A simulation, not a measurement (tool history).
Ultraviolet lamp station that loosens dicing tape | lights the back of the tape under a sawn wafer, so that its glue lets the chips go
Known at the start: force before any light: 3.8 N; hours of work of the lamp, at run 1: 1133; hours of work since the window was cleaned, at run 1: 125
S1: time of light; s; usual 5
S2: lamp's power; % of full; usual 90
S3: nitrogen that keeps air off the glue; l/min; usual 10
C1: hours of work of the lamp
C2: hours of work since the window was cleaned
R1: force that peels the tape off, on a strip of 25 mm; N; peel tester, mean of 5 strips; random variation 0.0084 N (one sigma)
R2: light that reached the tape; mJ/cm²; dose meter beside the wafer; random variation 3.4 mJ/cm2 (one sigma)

run	hour	S1	S2	S3	C1	C2	R1	R2
1	0.0	5	90	10	1133	125	0.479	419
2	37.5	3	90	10	1149	141	0.938	249
3	103.3	3	90	10	1177	169	0.954	246
4	181.9	3	90	10	1211	203	0.983	245
5	233.7	4	90	10	1234	226	0.707	326
6	288.7	4	90	10	1257	249	0.694	324
7	349.0	5	90	10	1284	275	0.506	397
8	382.5	5	90	10	1298	290	0.519	391
9	440.6	5	90	10	1323	315	0.533	389
10	482.4	5	90	10	1341	333	0.523	388
11	515.8	5	90	10	1356	347	0.526	381
12	577.6	5	90	10	1382	374	0.545	387
13	611.0	5	90	10	1397	388	0.582	379
14	646.8	5	90	10	1412	404	0.574	372
15	722.6	9	90	10	1445	437	0.279	672
16	766.9	9	90	10	1464	456	0.306	671
17	804.4	9	90	9	1480	472	0.296	662
18	873.0	9	90	9	1510	502	0.303	646
19	924.5	5	89	10	1532	524	0.612	348
20	975.1	5	90	10	1554	546	0.587	358
21	1009.4	5	90	10	1569	560	0.598	353
22	1059.9	5	90	10	1590	582	0.602	351
23	1112.1	3	80	7	1613	605	1.420	187
24	1181.5	3	67	11	1643	635	1.539	156
# hour 1199.2: window cleaned of glue's vapour
25	1241.1	3	63	12	1668	18	1.558	152
# hour 1278.2: lamp changed
26	1278.6	3	63	12	0	34	0.955	231
27	1331.7	4	80	14	23	57	0.493	392
28	1386.5	4	80	14	47	80	0.495	387
29	1438.7	4	91	14	69	103	0.415	437
30	1476.7	5	90	6	86	119	0.388	540
31	1548.0	5	90	6	116	150	0.401	540
32	1589.2	5	90	6	134	168	0.419	531
33	1659.9	5	76	6	165	198	0.488	446
34	1724.5	5	76	6	193	226	0.521	440
35	1757.6	9	70	16	207	241	0.265	732
36	1790.5	5	63	18	221	255	0.502	367
37	1845.7	6	77	10	245	279	0.349	530
38	1913.9	9	90	8	274	308	0.261	934
39	1969.7	6	65	15	298	332	0.403	440
40	2045.1	3	75	15	331	365	0.884	251
41	2113.3	3	75	15	360	394	0.846	247
42	2181.2	3	75	15	390	423	0.880	250
43	2214.3	3	75	15	404	438	0.877	248
44	2279.8	4	60	15	432	466	0.840	260

Measured less the same run without the tool's hidden state. The same run-to-run variation is in both; the gauge's scatter may not be:
The hidden state here: lamp's light, % of a new lamp's; light that the window lets through, % of a clean one's; drift of the gauge itself on peel_n, %; drift of the gauge itself on dose_mj_cm2, %.
run	R1	R2
1	+0.146	-144
2	+0.303	-87
3	+0.312	-90
4	+0.333	-93
5	+0.251	-126
6	+0.254	-129
7	+0.180	-165
8	+0.185	-165
9	+0.193	-168
10	+0.193	-173
11	+0.194	-173
12	+0.207	-177
13	+0.221	-178
14	+0.222	-182
15	+0.039	-336
16	+0.043	-342
17	+0.047	-345
18	+0.050	-349
19	+0.257	-194
20	+0.252	-202
21	+0.260	-202
22	+0.264	-205
23	+0.576	-111
24	+0.602	-96
25	+0.568	-84
26	+0.011	-2
27	+0.010	-6
28	+0.014	-8
29	+0.015	-13
30	+0.014	-18
31	+0.020	-23
32	+0.022	-25
33	+0.035	-25
34	+0.041	-28
35	+0.006	-51
36	+0.046	-27
37	+0.028	-43
38	+0.005	-85
39	+0.043	-44
40	+0.110	-28
41	+0.115	-29
42	+0.127	-32
43	+0.131	-33
44	+0.137	-38

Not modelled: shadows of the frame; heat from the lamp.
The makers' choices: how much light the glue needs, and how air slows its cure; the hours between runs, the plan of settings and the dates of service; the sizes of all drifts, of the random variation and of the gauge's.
